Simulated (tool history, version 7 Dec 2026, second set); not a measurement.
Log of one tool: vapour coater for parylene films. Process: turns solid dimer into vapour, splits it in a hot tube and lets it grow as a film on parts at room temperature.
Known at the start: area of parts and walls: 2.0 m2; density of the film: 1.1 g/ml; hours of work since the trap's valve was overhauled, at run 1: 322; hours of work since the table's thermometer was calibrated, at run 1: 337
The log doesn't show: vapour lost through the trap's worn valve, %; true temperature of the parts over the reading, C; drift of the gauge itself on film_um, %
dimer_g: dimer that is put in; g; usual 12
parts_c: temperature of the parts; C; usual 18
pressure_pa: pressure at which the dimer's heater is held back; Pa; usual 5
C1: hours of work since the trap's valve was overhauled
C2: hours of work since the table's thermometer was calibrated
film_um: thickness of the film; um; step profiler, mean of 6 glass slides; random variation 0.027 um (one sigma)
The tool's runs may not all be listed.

{"run": 1, "hour": 0.0, "dimer_g": 12, "parts_c": 18, "pressure_pa": 5, "C1": 322, "C2": 337, "film_um": 3.22}
{"run": 2, "hour": 14.7, "dimer_g": 12, "parts_c": 14, "pressure_pa": 5, "C1": 329, "C2": 344, "film_um": 3.65}
{"run": 3, "hour": 28.4, "dimer_g": 12, "parts_c": 14, "pressure_pa": 5, "C1": 336, "C2": 351, "film_um": 3.67}
{"run": 4, "hour": 47.2, "dimer_g": 12, "parts_c": 14, "pressure_pa": 5, "C1": 346, "C2": 361, "film_um": 3.66}
{"run": 5, "hour": 61.5, "dimer_g": 12, "parts_c": 18, "pressure_pa": 5, "C1": 353, "C2": 368, "film_um": 3.11}
{"run": 6, "hour": 77.9, "dimer_g": 12, "parts_c": 18, "pressure_pa": 5, "C1": 361, "C2": 376, "film_um": 3.12}
{"run": 7, "hour": 90.7, "dimer_g": 12, "parts_c": 18, "pressure_pa": 5, "C1": 367, "C2": 382, "film_um": 3.07}
{"run": 8, "hour": 110.4, "dimer_g": 12, "parts_c": 18, "pressure_pa": 5, "C1": 377, "C2": 392, "film_um": 3.15}
{"run": 9, "hour": 120.8, "dimer_g": 12, "parts_c": 18, "pressure_pa": 5, "C1": 382, "C2": 397, "film_um": 3.06}
{"run": 10, "hour": 137.0, "dimer_g": 11, "parts_c": 13, "pressure_pa": 7.66, "C1": 390, "C2": 405, "film_um": 3.3}
{"run": 11, "hour": 153.8, "dimer_g": 12, "parts_c": 17, "pressure_pa": 5, "C1": 399, "C2": 414, "film_um": 3.24}
{"run": 12, "hour": 163.8, "dimer_g": 17, "parts_c": 29, "pressure_pa": 3.25, "C1": 403, "C2": 418, "film_um": 2.98}
{"run": 13, "hour": 183.3, "dimer_g": 7, "parts_c": 12, "pressure_pa": 3.02, "C1": 413, "C2": 428, "film_um": 2.41}
{"run": 14, "hour": 194.1, "dimer_g": 10, "parts_c": 14, "pressure_pa": 2.44, "C1": 419, "C2": 434, "film_um": 3.19}
{"hour": 207.2, "done": "trap's valve overhauled"}
{"run": 15, "hour": 216.8, "dimer_g": 5, "parts_c": 18, "pressure_pa": 4.17, "C1": 5, "C2": 443, "film_um": 1.47}
{"run": 16, "hour": 236.0, "dimer_g": 7, "parts_c": 24, "pressure_pa": 5, "C1": 14, "C2": 452, "film_um": 1.63}

Forecast each of these 4 alternatives for the next run:
{"run": "A", "hour": 247.9, "dimer_g": 7, "parts_c": 23, "pressure_pa": 5, "C1": 20, "C2": 458, "film_um": "?"}
{"run": "B", "hour": 247.9, "dimer_g": 9, "parts_c": 11, "pressure_pa": 9.78, "C1": 20, "C2": 458, "film_um": "?"}
{"run": "C", "hour": 247.9, "dimer_g": 7, "parts_c": 23, "pressure_pa": 5, "C1": 20, "C2": 458, "film_um": "?"}
{"run": "D", "hour": 247.9, "dimer_g": 8, "parts_c": 21, "pressure_pa": 5.28, "C1": 20, "C2": 458, "film_um": "?"}

run=A film_um=1.65
run=B film_um=3.19
run=C film_um=1.69
run=D film_um=2.12
Without the tool's hidden state the same runs would have given:
run=A film_um=1.6
run=B film_um=3.1
run=C film_um=1.64
run=D film_um=2.06
